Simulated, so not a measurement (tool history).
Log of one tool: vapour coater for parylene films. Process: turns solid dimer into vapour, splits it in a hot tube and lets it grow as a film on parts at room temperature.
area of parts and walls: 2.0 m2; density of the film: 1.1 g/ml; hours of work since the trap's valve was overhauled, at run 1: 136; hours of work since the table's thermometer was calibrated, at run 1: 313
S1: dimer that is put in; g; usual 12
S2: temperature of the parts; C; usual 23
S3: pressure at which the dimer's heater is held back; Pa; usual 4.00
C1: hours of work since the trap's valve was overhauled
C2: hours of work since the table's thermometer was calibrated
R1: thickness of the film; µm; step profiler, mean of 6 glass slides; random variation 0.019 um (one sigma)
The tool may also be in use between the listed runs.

run	hour	S1	S2	S3	C1	C2	R1
1	0.0	12	23	4.00	136	313	4.32
2	17.2	12	23	4.00	148	325	4.32
3	24.9	12	23	4.00	153	330	4.31
4	41.8	12	23	4.00	165	342	4.29
5	51.3	14	23	4.00	171	348	4.99
6	59.5	14	23	4.00	177	354	4.97
7	75.0	12	23	4.00	187	364	4.25
8	92.8	12	24	4.00	200	376	4.14
9	100.4	12	24	4.00	205	382	4.13
10	112.2	12	24	2.43	213	390	4.69
11	129.3	12	23	4.00	225	401	4.27
12	147.3	12	23	4.00	237	414	4.20
13	155.5	12	23	4.00	243	419	4.24
14	172.6	12	23	4.00	254	431	4.22
15	186.6	12	23	4.00	264	441	4.23
16	204.9	12	23	4.00	276	453	4.21
17	215.9	12	30	4.00	284	461	3.50
18	232.3	12	30	4.00	295	472	3.50
19	248.9	17	16	4.43	307	483	6.82
20	258.2	8	31	4.43	313	490	2.20
21	265.9	12	23	10.90	318	495	3.28
22	281.3	12	16	3.38	329	505	4.95
23	295.1	12	19	2.67	338	515	4.94
24	311.3	13	30	5.37	349	526	3.51
25	322.4	13	30	5.37	357	534	3.51
26	330.8	12	18	4.00	363	539	4.66
27	347.8	12	22	2.02	374	551	4.92
28	362.8	5	23	9.35	385	561	1.39
29	379.4	5	23	9.35	396	573	1.41
30	388.5	5	23	2.65	402	579	1.87
31	400.7	5	23	4.21	410	587	1.67
32	413.5	17	23	9.45	419	596	4.67
33	429.9	5	23	9.45	431	607	1.38
34	438.5	5	23	9.45	436	613	1.40
35	455.8	5	23	9.45	448	625	1.36
36	474.0	5	23	9.45	461	637	1.35

Forecast each of these 3 alternatives for the next run:
# hour 481.2: trap's valve overhauled
A	491.2	6	23	7.75	7	646	?
# hour 481.2: trap's valve overhauled
B	491.2	7	27	4.00	7	646	?
# hour 481.2: trap's valve overhauled
C	491.2	7	23	4.00	7	646	?

run	R1
A	1.89
B	2.37
C	2.62
Without the tool's hidden state the same runs would have given:
run	R1
A	1.87
B	2.34
C	2.58

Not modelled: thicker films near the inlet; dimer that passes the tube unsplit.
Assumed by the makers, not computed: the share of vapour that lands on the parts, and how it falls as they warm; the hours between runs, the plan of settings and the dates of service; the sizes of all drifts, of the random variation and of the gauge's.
